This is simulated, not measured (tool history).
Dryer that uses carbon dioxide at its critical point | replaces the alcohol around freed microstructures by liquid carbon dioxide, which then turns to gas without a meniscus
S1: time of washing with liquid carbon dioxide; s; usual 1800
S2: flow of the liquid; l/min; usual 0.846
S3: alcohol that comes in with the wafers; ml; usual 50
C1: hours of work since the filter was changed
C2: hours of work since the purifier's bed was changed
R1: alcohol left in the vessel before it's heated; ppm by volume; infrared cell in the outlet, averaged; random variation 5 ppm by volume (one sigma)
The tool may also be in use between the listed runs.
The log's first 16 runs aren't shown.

Run 17, day 16.450: usual settings but S1 1980 s; C1 133; C2 379. Result: R1 76 ppm by volume.
Run 18, day 17.317: usual settings but S3 42 ml; C1 149; C2 395. Result: R1 87 ppm by volume.
Run 19, day 18.604: usual settings; C1 171; C2 417. Result: R1 106 ppm by volume.
Run 20, day 19.871: usual settings; C1 193; C2 439. Result: R1 112 ppm by volume.
At day 20.742: inlet filter changed.
Run 21, day 21.083: usual settings; C1 6; C2 460. Result: R1 90 ppm by volume.
Run 22, day 22.146: usual settings; C1 24; C2 478. Result: R1 93 ppm by volume.
Run 23, day 23.550: usual settings but S2 1.227 l/min; C1 49; C2 503. Result: R1 73 ppm by volume.
Run 24, day 24.667: usual settings; C1 69; C2 522. Result: R1 106 ppm by volume.
Run 25, day 25.583: usual settings but S2 1.289 l/min, S3 93 ml; C1 85; C2 538. Result: R1 70 ppm by volume.
Run 26, day 26.429: usual settings but S1 1440 s, S2 1.134 l/min, S3 23 ml; C1 99; C2 553. Result: R1 84 ppm by volume.
Run 27, day 27.075: usual settings but S1 1500 s, S2 1.215 l/min, S3 54 ml; C1 111; C2 564. Result: R1 93 ppm by volume.
Run 28, day 28.312: usual settings but S1 1500 s, S2 1.215 l/min, S3 54 ml; C1 132; C2 586. Result: R1 93 ppm by volume.
Run 29, day 29.025: usual settings but S1 1500 s, S2 1.215 l/min, S3 54 ml; C1 145; C2 598. Result: R1 90 ppm by volume.
Run 30, day 30.038: usual settings but S2 0.608 l/min; C1 162; C2 616. Result: R1 331 ppm by volume.
Run 31, day 31.046: usual settings but S1 2400 s, S3 46 ml; C1 180; C2 634. Result: R1 92 ppm by volume.
Run 32, day 31.808: usual settings but S1 1200 s, S2 0.509 l/min, S3 53 ml; C1 193; C2 647. Result: R1 1625 ppm by volume.
At day 32.679: inlet filter changed.
Run 33, day 33.096: usual settings but S1 1200 s, S2 0.684 l/min, S3 102 ml; C1 7; C2 669. Result: R1 1135 ppm by volume.

Forecast run 34:
Run 34, day 34.538: usual settings but S2 0.515 l/min, S3 22 ml; C1 32; C2 694. Result: R1 ?.

R1: 234 ppm by volume
Without the tool's hidden state the same run would have given R1 145 ppm by volume.
